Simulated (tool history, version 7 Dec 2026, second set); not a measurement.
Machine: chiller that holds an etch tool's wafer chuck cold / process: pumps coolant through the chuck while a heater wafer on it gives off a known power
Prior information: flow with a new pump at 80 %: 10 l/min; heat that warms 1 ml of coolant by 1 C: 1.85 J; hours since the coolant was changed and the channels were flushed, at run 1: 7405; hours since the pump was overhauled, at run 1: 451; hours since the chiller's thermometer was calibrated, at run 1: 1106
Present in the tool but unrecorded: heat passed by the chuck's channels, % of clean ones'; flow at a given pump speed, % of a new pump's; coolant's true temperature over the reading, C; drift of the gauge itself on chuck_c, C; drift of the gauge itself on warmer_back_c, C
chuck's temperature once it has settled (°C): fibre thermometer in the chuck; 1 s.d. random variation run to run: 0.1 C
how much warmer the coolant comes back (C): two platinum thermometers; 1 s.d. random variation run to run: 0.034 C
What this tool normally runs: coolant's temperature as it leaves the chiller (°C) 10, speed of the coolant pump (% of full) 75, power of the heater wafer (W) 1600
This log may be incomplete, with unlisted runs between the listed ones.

run	hour	coolant's temperature as it leaves the chiller (°C)	speed of the coolant pump (% of full)	power of the heater wafer (W)	hours since the coolant was changed and the channels were flushed	hours since the pump was overhauled	hours since the chiller's thermometer was calibrated	chuck's temperature once it has settled (°C)	how much warmer the coolant comes back (C)
1	0	10	75	1600	7405	451	1106	24.4	5.51
2	49.2	10	72	1600	7455	501	1155	24.9	5.76
3	88.2	10	72	1600	7494	540	1194	24.9	5.8
4	146	2	72	1600	7551	598	1252	17	5.78
5	177.6	10	75	1600	7583	629	1284	24.6	5.54
6	219	10	75	1600	7624	670	1325	24.5	5.59
7	276.9	10	75	2240	7682	728	1383	30.6	7.8
8	335.1	10	75	1600	7740	787	1441	24.7	5.53
9	395.8	10	75	2213	7801	847	1502	30.3	7.61
10	431.5	10	75	1600	7837	883	1537	24.6	5.56
11	473.8	10	75	1600	7879	925	1580	24.6	5.52
12	511.5	10	75	1600	7917	963	1618	24.6	5.54
13	567.8	10	75	1600	7973	1019	1674	24.9	5.6
# hour 596.3: coolant changed, channels flushed
14	625.1	10	75	1600	29	1071	1725	22.2	5.6
15	659.2	18	75	1600	63	1105	1759	30.3	5.54
16	717.8	18	75	1600	121	1163	1818	30.3	5.52
17	756.8	7	74	826	160	1202	1857	13.2	2.91
18	800.7	7	74	826	204	1246	1901	13.2	2.92
19	829.4	7	74	826	233	1275	1929	13.2	2.94
20	881.4	7	84	826	285	1327	1981	12.8	2.55
21	922.4	5	65	1263	326	1368	2022	15.5	5.17
22	966.3	15	88	1146	370	1412	2066	22.9	3.34
23	1021.5	7	67	955	425	1467	2121	14.8	3.73
24	1072.1	9	100	1102	476	1518	2172	16.2	2.8
25	1122.7	16	75	1528	526	1568	2223	27.5	5.29
26	1178.2	10	76	1600	582	1624	2278	22	5.49
27	1236.1	18	76	1600	640	1682	2336	30.2	5.54
28	1271	10	75	1019	675	1716	2371	17.9	3.49
29	1326.7	10	75	1019	730	1772	2427	17.9	3.54
30	1382.4	10	75	1019	786	1828	2482	17.6	3.52
31	1441.7	10	71	1019	845	1887	2542	18	3.77

Predict each of these 5 candidate next runs independently; none follows another, all start after run 31:
A	1492.3	15	71	1019	896	1938	2592	?	?
B	1492.3	18	94	2317	896	1938	2592	?	?
C	1492.3	16	70	1019	896	1938	2592	?	?
D	1492.3	10	71	1151	896	1938	2592	?	?
E	1492.3	10	71	2374	896	1938	2592	?	?

run	chuck's temperature once it has settled (°C)	how much warmer the coolant comes back (C)
A	23.1	3.83
B	33.6	6.37
C	24.2	3.84
D	19.3	4.32
E	29.2	8.73
With the hidden condition removed and each run's random variation left untouched, the same runs would have given:
run	chuck's temperature once it has settled (°C)	how much warmer the coolant comes back (C)
A	23.1	3.8
B	33.5	6.32
C	24.2	3.81
D	19.3	4.29
E	29	8.67

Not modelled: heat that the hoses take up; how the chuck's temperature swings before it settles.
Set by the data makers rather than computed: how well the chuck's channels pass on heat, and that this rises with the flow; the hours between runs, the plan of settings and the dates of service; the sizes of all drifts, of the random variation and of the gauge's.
